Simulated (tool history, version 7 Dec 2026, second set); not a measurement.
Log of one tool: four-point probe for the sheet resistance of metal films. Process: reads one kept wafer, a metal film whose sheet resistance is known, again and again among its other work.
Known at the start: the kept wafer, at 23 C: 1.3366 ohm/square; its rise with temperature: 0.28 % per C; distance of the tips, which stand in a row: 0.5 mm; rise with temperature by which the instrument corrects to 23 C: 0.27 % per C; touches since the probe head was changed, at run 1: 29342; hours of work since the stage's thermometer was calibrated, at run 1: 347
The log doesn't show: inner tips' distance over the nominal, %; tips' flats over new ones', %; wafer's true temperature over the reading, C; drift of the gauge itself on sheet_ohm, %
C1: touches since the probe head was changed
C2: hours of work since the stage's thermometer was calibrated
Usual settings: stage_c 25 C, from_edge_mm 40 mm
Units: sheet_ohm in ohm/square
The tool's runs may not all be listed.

Run 1, hour 0.0: usual settings; C1 29342; C2 347. Result: sheet_ohm 1.337035 ohm/square.
Run 2, hour 14.1: usual settings; C1 30097; C2 356. Result: sheet_ohm 1.336344 ohm/square.
Run 3, hour 37.2: usual settings; C1 31338; C2 371. Result: sheet_ohm 1.336806 ohm/square.
Run 4, hour 54.3: usual settings; C1 32258; C2 382. Result: sheet_ohm 1.336717 ohm/square.
Run 5, hour 77.7: usual settings; C1 33517; C2 398. Result: sheet_ohm 1.336856 ohm/square.
Run 6, hour 101.6: usual settings but from_edge_mm 5 mm; C1 34797; C2 413. Result: sheet_ohm 1.344096 ohm/square.
Run 7, hour 115.2: usual settings but from_edge_mm 9 mm; C1 35529; C2 422. Result: sheet_ohm 1.338266 ohm/square.
Run 8, hour 129.9: usual settings but from_edge_mm 9 mm; C1 36322; C2 431. Result: sheet_ohm 1.338989 ohm/square.
Run 9, hour 154.2: usual settings; C1 37626; C2 447. Result: sheet_ohm 1.336923 ohm/square.
Run 10, hour 171.7: usual settings but stage_c 27 C, from_edge_mm 36 mm; C1 38563; C2 458. Result: sheet_ohm 1.336871 ohm/square.
Run 11, hour 189.7: usual settings but from_edge_mm 19 mm; C1 39530; C2 470. Result: sheet_ohm 1.337194 ohm/square.

Run 12 comes next. What will it give?
Run 12, hour 209.5: usual settings but from_edge_mm 19 mm; C1 40592; C2 483. Result: sheet_ohm ?.

Run 12 gave sheet_ohm 1.336960 ohm/square.
Without the tool's hidden state the same run would have given sheet_ohm 1.336995 ohm/square.

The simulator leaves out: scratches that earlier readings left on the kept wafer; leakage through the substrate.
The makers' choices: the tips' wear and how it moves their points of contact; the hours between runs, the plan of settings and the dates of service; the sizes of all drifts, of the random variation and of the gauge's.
